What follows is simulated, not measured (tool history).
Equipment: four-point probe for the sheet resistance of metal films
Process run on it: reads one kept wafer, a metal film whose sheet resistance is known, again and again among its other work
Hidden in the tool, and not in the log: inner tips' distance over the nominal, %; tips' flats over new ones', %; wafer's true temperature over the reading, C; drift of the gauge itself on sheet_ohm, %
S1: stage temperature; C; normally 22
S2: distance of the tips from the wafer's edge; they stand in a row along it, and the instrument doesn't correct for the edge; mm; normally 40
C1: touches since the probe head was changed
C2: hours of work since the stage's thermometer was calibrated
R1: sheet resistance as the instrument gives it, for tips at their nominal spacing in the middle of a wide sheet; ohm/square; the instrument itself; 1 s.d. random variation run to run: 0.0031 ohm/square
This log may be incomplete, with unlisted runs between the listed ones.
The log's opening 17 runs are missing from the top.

run     day  S1  S2    C1    C2         R1
 18   7.533  22  12  5058  1363  15.496780
 19   8.117  22  40  5248  1372  15.416750
 20   8.400  22  40  5339  1376  15.415219
 21   9.029  22  40  5545  1386  15.416055
 22   9.425  31  40  5674  1392  15.386677
 23   9.833  31  40  5806  1398  15.399691
 24  10.467  29   8  6012  1407  15.599240
 25  10.883  30  50  6148  1414  15.391038
 26  11.325  21  11  6291  1421  15.520464
 27  11.971  27  27  6501  1430  15.416154
 28  12.442  27  27  6654  1438  15.414716
 29  13.079  24   7  6862  1447  15.671254
 30  13.592  24   7  7029  1455  15.669907
 31  13.892  28  11  7126  1460  15.503084
 32  14.238  19  30  7239  1465  15.432632
 33  14.846  20   7  7437  1474  15.682376
 34  15.312  22  51  7588  1482  15.411654
 35  15.929  33   6  7789  1491  15.745904
 36  16.442  33   6  7956  1499  15.736440
 37  16.758  33   6  8060  1504  15.742975
 38  17.275  25   6  8228  1512  15.761286
 39  17.600  25   6  8332  1517  15.762253
 40  18.008  19  31  8466  1523  15.424719
 41  18.596  29   7  8657  1532  15.659574
 42  19.012  28   6  8792  1538  15.752571

Forecast each of these 5 alternatives for the next run:
  A  19.562  30   6  8972  1547   ?
  B  19.562  29  21  8972  1547   ?
  C  19.562  22  40  8972  1547   ?
  D  19.562  29  23  8972  1547   ?
  E  19.562  26  12  8972  1547   ?

run         R1
  A  15.755327
  B  15.417786
  C  15.416504
  D  15.417660
  E  15.488946
Without the tool's unlogged condition, the same runs would have read:
run         R1
  A  15.754186
  B  15.416666
  C  15.415376
  D  15.416540
  E  15.487818
